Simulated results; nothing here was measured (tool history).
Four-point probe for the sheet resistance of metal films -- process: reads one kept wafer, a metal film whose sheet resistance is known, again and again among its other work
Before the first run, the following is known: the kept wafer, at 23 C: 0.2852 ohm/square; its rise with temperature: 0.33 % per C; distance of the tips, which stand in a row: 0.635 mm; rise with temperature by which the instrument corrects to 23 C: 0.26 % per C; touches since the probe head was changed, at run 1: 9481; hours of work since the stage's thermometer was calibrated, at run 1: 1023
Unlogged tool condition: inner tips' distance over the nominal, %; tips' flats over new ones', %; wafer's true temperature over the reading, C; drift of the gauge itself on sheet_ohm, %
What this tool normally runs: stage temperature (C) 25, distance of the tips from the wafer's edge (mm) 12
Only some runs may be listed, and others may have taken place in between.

run	day	stage temperature (C)	distance of the tips from the wafer's edge (mm)	touches since the probe head was changed	hours of work since the stage's thermometer was calibrated	sheet resistance as the instrument gives it (ohm/square)
1	0	25	12	9481	1023	0.285251
2	1.242	25	12	10521	1043	0.285054
3	2.517	25	12	11591	1064	0.285043
4	3.2	25	12	12164	1075	0.284979
5	4.562	18	12	13307	1098	0.283367
6	6.104	25	12	14601	1123	0.285015
7	7.65	25	12	15897	1149	0.284872
8	8.7	25	8	16778	1166	0.285393
9	10.058	25	8	17914	1188	0.285419
10	10.988	24	8	18694	1203	0.28506
11	11.75	25	12	19334	1216	0.284713
12	12.975	25	6	20360	1236	0.285915
13	14.517	25	6	21654	1261	0.285807
14	15.996	25	6	22895	1286	0.285792
15	16.833	25	6	23595	1299	0.285769
16	18.192	25	6	24736	1322	0.285663
17	19.071	25	6	25471	1336	0.285641
18	20.138	25	6	26365	1354	0.285591
19	20.917	25	6	27018	1366	0.285622
20	21.712	25	6	27687	1380	0.285533
21	23.254	25	6	28981	1405	0.285562
22	24.771	25	13	30254	1430	0.284072
23	25.929	25	22	31222	1449	0.283833
24	27.35	23	65	32415	1472	0.283368
25	28.412	23	60	33306	1490	0.283252
26	29.804	25	33	34474	1512	0.283703
27	30.779	29	13	35290	1528	0.284746
28	32.021	18	3	36332	1549	0.288686
29	33.383	23	3	37475	1571	0.289757
30	34.417	21	6	38339	1588	0.284288
31	35.321	30	14	39097	1603	0.284818
32	36.554	32	5	40131	1623	0.287194
33	37.45	22	54	40884	1638	0.282725
34	38.775	22	12	41995	1660	0.283162
35	40.317	34	12	43287	1685	0.285491
36	41.85	26	7	44573	1710	0.284599
37	43.404	31	23	45875	1736	0.284378
38	44.633	18	23	46906	1756	0.281604
39	46.217	18	23	48235	1782	0.281661
40	47.583	34	30	49382	1805	0.284861
41	49.021	34	30	50586	1828	0.284801
42	50.417	32	6	51757	1851	0.286133
43	51.342	25	4	52530	1866	0.286664
44	52.925	25	4	53859	1892	0.286445

Pick out some run-to-run changes in sheet resistance as the instrument gives it (ohm/square). Of each, how much would a tool without hidden state show as well, from the settings, what came in and chance, and how much is left for the hidden state and any gauge scatter not in both results compared?
Run 27 -> 28: stage temperature (C) 29 -> 18, distance of the tips from the wafer's edge (mm) 13 -> 3. sheet resistance as the instrument gives it (ohm/square) +0.00394: hidden state -0.000081, all else +0.004021.
Run 29 -> 30: stage temperature (C) 23 -> 21, distance of the tips from the wafer's edge (mm) 3 -> 6. sheet resistance as the instrument gives it (ohm/square) -0.005469: hidden state -0.000001, all else -0.005468.
Run 32 -> 33: stage temperature (C) 32 -> 22, distance of the tips from the wafer's edge (mm) 5 -> 54. sheet resistance as the instrument gives it (ohm/square) -0.004469: hidden state -0.000008, all else -0.004461.
Run 39 -> 40: stage temperature (C) 18 -> 34, distance of the tips from the wafer's edge (mm) 23 -> 30. sheet resistance as the instrument gives it (ohm/square) +0.0032: hidden state -0.000062, all else +0.003262.
Run 41 -> 42: stage temperature (C) 34 -> 32, distance of the tips from the wafer's edge (mm) 30 -> 6. sheet resistance as the instrument gives it (ohm/square) +0.001332: hidden state -0.000064, all else +0.001396.

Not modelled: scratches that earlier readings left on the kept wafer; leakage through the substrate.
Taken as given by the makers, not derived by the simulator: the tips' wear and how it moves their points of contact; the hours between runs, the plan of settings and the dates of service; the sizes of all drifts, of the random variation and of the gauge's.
